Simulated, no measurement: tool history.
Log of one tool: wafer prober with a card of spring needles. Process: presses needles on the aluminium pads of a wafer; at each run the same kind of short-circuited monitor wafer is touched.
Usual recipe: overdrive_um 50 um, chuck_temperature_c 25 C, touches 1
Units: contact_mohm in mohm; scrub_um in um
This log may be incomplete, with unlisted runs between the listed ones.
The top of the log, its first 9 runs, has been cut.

run   hour  overdrive_um  chuck_temperature_c  touches  touches since the tips were cleaned  cleanings since the card got new needles  touches since the first contact's height was set  contact_mohm  scrub_um
 10   92.1            33                   25        1                                 1911                                        19                                             74183           453      8.77
       100  -- tips cleaned on abrasive film
 11  106.1            33                   25        1                                 1470                                        20                                             77546           432      8.73
     114.6  -- tips cleaned on abrasive film
 12  119.5            58                   25        1                                 1175                                        21                                             80769           256     15.57
       130  -- tips cleaned on abrasive film
 13  131.3            50                   25        1                                  322                                        22                                             83609           237     13.35
     145.3  -- tips cleaned on abrasive film
 14  146.6            50                   25        1                                  303                                        23                                             87285           225     13.41
       160  -- tips cleaned on abrasive film
 15  162.2            50                   25        1                                  513                                        24                                             91043           248     13.32
 16  171.8            50                   25        1                                 2857                                        24                                             93387           314     13.39
     174.7  -- tips cleaned on abrasive film
 17  181.2            50                   25        1                                 1573                                        25                                             95640           293     13.37
 18    188            50                   25        1                                 3214                                        25                                             97281           324     13.28
     190.5  -- tips cleaned on abrasive film
 19  203.2            50                   51        1                                 3074                                        26                                            100932           326      13.3
     205.7  -- tips cleaned on abrasive film
 20    214            61                   48        1                                 1994                                        27                                            103522           266     16.38
     220.3  -- tips cleaned on abrasive film
 21  226.4            50                   25        2                                 1483                                        28                                            106515           248     13.27
 22  233.2            50                   64        1                                 3131                                        28                                            108163           329      13.3
     235.6  -- tips cleaned on abrasive film
 23  245.5            50                   64        1                                 2389                                        29                                            111118           317      13.2
     250.4  -- tips cleaned on abrasive film
 24  256.2            38                   95        2                                 1426                                        30                                            113697           313      9.95
     265.1  -- tips cleaned on abrasive film
 25  265.1            38                   95        2                                    0                                        31                                            115829           246      9.94
 26  275.2            57                   25        1                                 2438                                        31                                            118267           286     15.11
     280.7  -- tips cleaned on abrasive film
 27  287.2            37                   36        1                                 1566                                        32                                            121148           384      9.66
 28  294.7            48                   36        1                                 3380                                        32                                            122962           345     12.66
     295.7  -- tips cleaned on abrasive film
 29    305            50                   25        2                                 2261                                        33                                            125448           269     13.15
     310.7  -- tips cleaned on abrasive film
 30  318.5            50                   25        2                                 1897                                        34                                            128694           264     13.17
     326.1  -- tips cleaned on abrasive film
 31  333.8            52                   25        1                                 1859                                        35                                            132366           297     13.65

Each row is a separate what-if for the run after 31, all from the same tool condition, not one after another. Results?
     341.5  -- tips cleaned on abrasive film
  A  346.2            50                   44        1                                 1144                                        36                                            135356             ?         ?
     341.5  -- tips cleaned on abrasive film
  B  346.2            52                  116        3                                 1144                                        36                                            135356             ?         ?
     341.5  -- tips cleaned on abrasive film
  C  346.2            58                   25        1                                 1144                                        36                                            135356             ?         ?
     341.5  -- tips cleaned on abrasive film
  D  346.2            52                   25        1                                 1144                                        36                                            135356             ?         ?

run  contact_mohm  scrub_um
  A           280     13.19
  B           251     13.71
  C           249     15.28
  D           271     13.67
Had the tool no hidden state, the same runs would have come out as:
run  contact_mohm  scrub_um
  A           203     13.74
  B           225     14.26
  C           190     15.83
  D           197     14.21

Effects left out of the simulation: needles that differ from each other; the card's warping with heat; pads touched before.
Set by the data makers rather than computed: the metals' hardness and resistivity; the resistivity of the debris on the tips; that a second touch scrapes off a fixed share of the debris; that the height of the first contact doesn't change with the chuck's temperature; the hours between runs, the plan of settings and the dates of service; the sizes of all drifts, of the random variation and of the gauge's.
